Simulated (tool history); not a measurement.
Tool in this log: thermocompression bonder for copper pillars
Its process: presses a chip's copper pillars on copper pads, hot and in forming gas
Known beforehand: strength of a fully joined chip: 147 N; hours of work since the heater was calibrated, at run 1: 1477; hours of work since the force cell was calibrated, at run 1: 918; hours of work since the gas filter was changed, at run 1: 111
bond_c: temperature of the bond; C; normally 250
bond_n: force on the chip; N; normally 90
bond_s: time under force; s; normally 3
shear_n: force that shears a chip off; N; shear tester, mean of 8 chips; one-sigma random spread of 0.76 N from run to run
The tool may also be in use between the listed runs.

run,hour,bond_c,bond_n,bond_s,hours of work since the heater was calibrated,hours of work since the force cell was calibrated,hours of work since the gas filter was changed,shear_n
1,0.0,250,90,3,1477,918,111,94.2
2,62.1,250,90,3,1519,960,153,94.0
3,91.0,252,90,3,1539,980,173,94.9
4,135.1,252,90,3,1569,1010,203,94.8
5,162.6,252,90,7,1588,1029,222,116.6
6,200.6,252,90,7,1614,1055,248,117.4
7,250.9,278,90,2,1648,1089,282,111.8
8,303.7,232,110,4,1685,1125,318,89.1
# hour 322.9: force cell calibrated
9,355.1,232,110,4,1719,22,352,89.1
10,394.4,232,110,4,1745,49,379,88.4
# hour 404.6: heater calibrated with a thermocouple chip
11,433.6,232,110,4,20,74,405,87.4

Hidden condition of the tool, last listed run before each entry between runs versus first listed run after:
Between runs 8 and 9: force cell calibrated (hour 322.9)
  force that reaches the chip, % of what is set: 99.6 -> 100
Between runs 10 and 11: heater calibrated with a thermocouple chip (hour 404.6)
  true temperature of the bond over the reading, C: -0.3 -> 0.1
